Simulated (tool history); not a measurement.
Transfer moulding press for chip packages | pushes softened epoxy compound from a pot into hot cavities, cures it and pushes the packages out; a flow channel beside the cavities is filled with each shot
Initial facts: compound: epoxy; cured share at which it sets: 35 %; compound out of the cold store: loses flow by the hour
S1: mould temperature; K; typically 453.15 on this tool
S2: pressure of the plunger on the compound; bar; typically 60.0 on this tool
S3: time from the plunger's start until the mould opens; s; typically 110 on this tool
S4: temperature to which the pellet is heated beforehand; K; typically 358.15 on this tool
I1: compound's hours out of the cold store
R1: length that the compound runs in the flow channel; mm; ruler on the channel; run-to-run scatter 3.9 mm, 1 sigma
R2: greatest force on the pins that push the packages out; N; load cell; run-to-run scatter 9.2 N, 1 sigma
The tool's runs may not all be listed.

{"run": 1, "hour": 0.0, "S1": 453.15, "S2": 60.0, "S3": 110, "S4": 358.15, "I1": 9.6, "R1": 919, "R2": 497}
{"hour": 46.5, "done": "cavities cleaned with cleaning compound and waxed"}
{"run": 2, "hour": 72.7, "S1": 453.15, "S2": 60.0, "S3": 110, "S4": 358.15, "I1": 31.9, "R1": 828, "R2": 777}
{"hour": 113.3, "done": "cavities cleaned with cleaning compound and waxed"}
{"run": 3, "hour": 129.9, "S1": 453.15, "S2": 60.0, "S3": 110, "S4": 358.15, "I1": 11.4, "R1": 898, "R2": 492}
{"hour": 180.3, "done": "cavities cleaned with cleaning compound and waxed"}
{"run": 4, "hour": 205.1, "S1": 453.15, "S2": 60.0, "S3": 110, "S4": 367.15, "I1": 30.6, "R1": 827, "R2": 512}
{"hour": 249.5, "done": "cavities cleaned with cleaning compound and waxed"}
{"run": 5, "hour": 283.4, "S1": 453.15, "S2": 60.0, "S3": 110, "S4": 367.15, "I1": 46.5, "R1": 769, "R2": 573}
{"hour": 316.6, "done": "cavities cleaned with cleaning compound and waxed"}
{"run": 6, "hour": 355.6, "S1": 453.15, "S2": 60.0, "S3": 110, "S4": 349.15, "I1": 32.3, "R1": 808, "R2": 579}
{"hour": 380.7, "done": "cavities cleaned with cleaning compound and waxed"}
{"run": 7, "hour": 416.6, "S1": 453.15, "S2": 60.0, "S3": 110, "S4": 358.15, "I1": 26.9, "R1": 821, "R2": 571}
{"hour": 450.9, "done": "cavities cleaned with cleaning compound and waxed"}
{"hour": 465.3, "done": "plunger's sealing rings changed"}
{"run": 8, "hour": 495.7, "S1": 453.15, "S2": 60.0, "S3": 110, "S4": 358.15, "I1": 41.9, "R1": 802, "R2": 578}
{"hour": 515.3, "done": "cavities cleaned with cleaning compound and waxed, once more"}
{"run": 9, "hour": 548.1, "S1": 453.15, "S2": 60.0, "S3": 110, "S4": 358.15, "I1": 33.1, "R1": 833, "R2": 537}
{"hour": 581.3, "done": "cavities cleaned with cleaning compound and waxed"}
{"run": 10, "hour": 593.6, "S1": 453.15, "S2": 60.0, "S3": 110, "S4": 358.15, "I1": 29.1, "R1": 837, "R2": 482}
{"hour": 646.3, "done": "cavities cleaned with cleaning compound and waxed"}
{"run": 11, "hour": 659.3, "S1": 453.15, "S2": 60.0, "S3": 110, "S4": 358.15, "I1": 29.4, "R1": 834, "R2": 486}
{"hour": 709.9, "done": "cavities cleaned with cleaning compound and waxed"}
{"run": 12, "hour": 729.6, "S1": 453.15, "S2": 60.0, "S3": 110, "S4": 354.15, "I1": 42.0, "R1": 788, "R2": 487}
{"hour": 776.4, "done": "cavities cleaned with cleaning compound and waxed"}
{"run": 13, "hour": 805.2, "S1": 453.15, "S2": 60.0, "S3": 99, "S4": 354.15, "I1": 40.6, "R1": 787, "R2": 587}
{"hour": 840.5, "done": "mould's thermocouples calibrated"}
{"hour": 842.0, "done": "cavities cleaned with cleaning compound and waxed"}
{"run": 14, "hour": 890.6, "S1": 461.15, "S2": 60.0, "S3": 129, "S4": 354.15, "I1": 37.9, "R1": 779, "R2": 544}
{"hour": 905.5, "done": "cavities cleaned with cleaning compound and waxed"}
{"run": 15, "hour": 955.7, "S1": 461.15, "S2": 60.0, "S3": 129, "S4": 354.15, "I1": 41.6, "R1": 761, "R2": 556}
{"hour": 966.6, "done": "plunger's sealing rings changed"}
{"hour": 974.3, "done": "cavities cleaned with cleaning compound and waxed"}
{"run": 16, "hour": 1021.5, "S1": 457.15, "S2": 58.3, "S3": 102, "S4": 355.15, "I1": 15.6, "R1": 867, "R2": 586}
{"hour": 1038.9, "done": "cavities cleaned with cleaning compound and waxed"}
{"run": 17, "hour": 1061.0, "S1": 446.15, "S2": 60.0, "S3": 141, "S4": 360.15, "I1": 25.8, "R1": 873, "R2": 485}
{"hour": 1104.4, "done": "cavities cleaned with cleaning compound and waxed"}
{"run": 18, "hour": 1117.9, "S1": 460.15, "S2": 69.8, "S3": 139, "S4": 360.15, "I1": 15.6, "R1": 937, "R2": 451}
{"hour": 1171.4, "done": "cavities cleaned with cleaning compound and waxed"}
{"run": 19, "hour": 1198.7, "S1": 446.15, "S2": 59.0, "S3": 110, "S4": 358.15, "I1": 19.8, "R1": 880, "R2": 678}
{"hour": 1236.3, "done": "cavities cleaned with cleaning compound and waxed"}
{"run": 20, "hour": 1236.3, "S1": 449.15, "S2": 60.0, "S3": 137, "S4": 365.15, "I1": 34.5, "R1": 823, "R2": 394}
{"run": 21, "hour": 1281.3, "S1": 449.15, "S2": 60.0, "S3": 137, "S4": 365.15, "I1": 38.7, "R1": 796, "R2": 549}
{"hour": 1299.7, "done": "cavities cleaned with cleaning compound and waxed"}
{"run": 22, "hour": 1359.4, "S1": 449.15, "S2": 60.0, "S3": 137, "S4": 365.15, "I1": 15.8, "R1": 877, "R2": 631}
{"hour": 1367.1, "done": "cavities cleaned with cleaning compound and waxed"}
{"run": 23, "hour": 1419.6, "S1": 453.15, "S2": 60.0, "S3": 99, "S4": 363.15, "I1": 33.2, "R1": 799, "R2": 661}
{"hour": 1431.7, "done": "cavities cleaned with cleaning compound and waxed"}
{"hour": 1468.5, "done": "plunger's sealing rings changed"}
{"run": 24, "hour": 1487.8, "S1": 455.15, "S2": 60.0, "S3": 110, "S4": 358.15, "I1": 19.1, "R1": 871, "R2": 617}
{"hour": 1501.9, "done": "cavities cleaned with cleaning compound and waxed"}
{"hour": 1565.6, "done": "cavities cleaned with cleaning compound and waxed"}
{"run": 25, "hour": 1565.6, "S1": 455.15, "S2": 60.0, "S3": 134, "S4": 358.15, "I1": 43.2, "R1": 783, "R2": 376}

Consider 3 possible next runs. They are alternatives, not a sequence: every one starts from the tool as it was left by run 25. What does each give?
{"hour": 1634.9, "done": "cavities cleaned with cleaning compound and waxed"}
{"run": "A", "hour": 1643.5, "S1": 461.15, "S2": 49.4, "S3": 110, "S4": 355.15, "I1": 13.7, "R1": "?", "R2": "?"}
{"hour": 1634.9, "done": "cavities cleaned with cleaning compound and waxed"}
{"run": "B", "hour": 1643.5, "S1": 461.15, "S2": 60.0, "S3": 134, "S4": 358.15, "I1": 11.7, "R1": "?", "R2": "?"}
{"hour": 1634.9, "done": "cavities cleaned with cleaning compound and waxed"}
{"run": "C", "hour": 1643.5, "S1": 456.15, "S2": 60.0, "S3": 100, "S4": 362.15, "I1": 22.7, "R1": "?", "R2": "?"}

run=A R1=786 R2=414
run=B R1=881 R2=410
run=C R1=852 R2=448
With the hidden condition removed and each run's random variation left untouched, the same runs would have given:
run=A R1=798 R2=380
run=B R1=895 R2=376
run=C R1=865 R2=409

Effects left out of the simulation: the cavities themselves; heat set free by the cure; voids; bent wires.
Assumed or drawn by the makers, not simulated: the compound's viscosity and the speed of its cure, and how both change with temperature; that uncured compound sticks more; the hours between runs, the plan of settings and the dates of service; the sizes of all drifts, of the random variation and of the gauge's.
